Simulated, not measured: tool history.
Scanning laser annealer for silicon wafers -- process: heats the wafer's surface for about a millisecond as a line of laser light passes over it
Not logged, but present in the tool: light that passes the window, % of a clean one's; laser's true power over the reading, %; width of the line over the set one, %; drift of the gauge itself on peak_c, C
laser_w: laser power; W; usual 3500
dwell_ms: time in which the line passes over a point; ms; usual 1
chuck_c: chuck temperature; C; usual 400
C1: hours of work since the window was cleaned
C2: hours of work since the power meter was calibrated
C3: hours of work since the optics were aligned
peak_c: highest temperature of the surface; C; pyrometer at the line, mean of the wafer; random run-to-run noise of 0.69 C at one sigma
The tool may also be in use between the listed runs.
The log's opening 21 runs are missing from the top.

run 22 hour=353.7 | laser_w=3207 dwell_ms=0.72 chuck_c=400 | C1=288 C2=244 C3=1171 | peak_c=974
run 23 hour=367 | laser_w=3076 dwell_ms=1 chuck_c=373 | C1=295 C2=251 C3=1178 | peak_c=1016
run 24 hour=376.6 | laser_w=3076 dwell_ms=0.79 chuck_c=378 | C1=300 C2=256 C3=1183 | peak_c=954.3
run 25 hour=392.7 | laser_w=3093 dwell_ms=1.22 chuck_c=408 | C1=308 C2=264 C3=1191 | peak_c=1118.5
run 26 hour=413.1 | laser_w=3093 dwell_ms=1.22 chuck_c=408 | C1=318 C2=274 C3=1201 | peak_c=1118.2
run 27 hour=422.7 | laser_w=3337 dwell_ms=0.78 chuck_c=397 | C1=323 C2=279 C3=1206 | peak_c=1012.7
run 28 hour=441.3 | laser_w=3337 dwell_ms=0.78 chuck_c=397 | C1=333 C2=289 C3=1216 | peak_c=1013.3
run 29 hour=451.3 | laser_w=3337 dwell_ms=0.78 chuck_c=397 | C1=338 C2=294 C3=1221 | peak_c=1013.5
-- hour=463.5 optics aligned, line set to its width
run 30 hour=476.6 | laser_w=3334 dwell_ms=1.14 chuck_c=400 | C1=348 C2=304 C3=7 | peak_c=1141.6
run 31 hour=491.8 | laser_w=3334 dwell_ms=1.14 chuck_c=400 | C1=356 C2=312 C3=14 | peak_c=1142.1
run 32 hour=506.1 | laser_w=3334 dwell_ms=1.14 chuck_c=400 | C1=363 C2=319 C3=22 | peak_c=1141.5
run 33 hour=527.8 | laser_w=3769 dwell_ms=1 chuck_c=373 | C1=374 C2=330 C3=33 | peak_c=1153.4
run 34 hour=537.7 | laser_w=3839 dwell_ms=1.22 chuck_c=373 | C1=379 C2=335 C3=38 | peak_c=1243.6
run 35 hour=555.8 | laser_w=3033 dwell_ms=0.95 chuck_c=373 | C1=388 C2=344 C3=47 | peak_c=995.6
run 36 hour=572.5 | laser_w=3731 dwell_ms=0.82 chuck_c=418 | C1=397 C2=352 C3=55 | peak_c=1120.9
run 37 hour=582 | laser_w=3397 dwell_ms=0.92 chuck_c=419 | C1=401 C2=357 C3=60 | peak_c=1100
run 38 hour=593.9 | laser_w=3397 dwell_ms=0.92 chuck_c=419 | C1=407 C2=363 C3=66 | peak_c=1099.8
run 39 hour=605.2 | laser_w=3397 dwell_ms=0.92 chuck_c=419 | C1=413 C2=369 C3=72 | peak_c=1098.7
run 40 hour=617.1 | laser_w=3537 dwell_ms=1.12 chuck_c=438 | C1=419 C2=375 C3=78 | peak_c=1212
run 41 hour=635 | laser_w=3500 dwell_ms=0.92 chuck_c=440 | C1=428 C2=384 C3=87 | peak_c=1140.2

Below are 4 alternative next runs, each starting from the tool's condition after run 41. Predict each:
run A hour=645.4 | laser_w=3587 dwell_ms=1 chuck_c=400 | C1=433 C2=389 C3=92 | peak_c=?
run B hour=645.4 | laser_w=3500 dwell_ms=0.92 chuck_c=379 | C1=433 C2=389 C3=92 | peak_c=?
run C hour=645.4 | laser_w=3055 dwell_ms=1 chuck_c=400 | C1=433 C2=389 C3=92 | peak_c=?
run D hour=645.4 | laser_w=3644 dwell_ms=1 chuck_c=361 | C1=433 C2=389 C3=92 | peak_c=?

run=A peak_c=1143.6
run=B peak_c=1078.4
run=C peak_c=1041.4
run=D peak_c=1116
With the hidden condition removed and each run's random variation left untouched, the same runs would have given:
run=A peak_c=1153.5
run=B peak_c=1087.7
run=C peak_c=1050
run=D peak_c=1126.1

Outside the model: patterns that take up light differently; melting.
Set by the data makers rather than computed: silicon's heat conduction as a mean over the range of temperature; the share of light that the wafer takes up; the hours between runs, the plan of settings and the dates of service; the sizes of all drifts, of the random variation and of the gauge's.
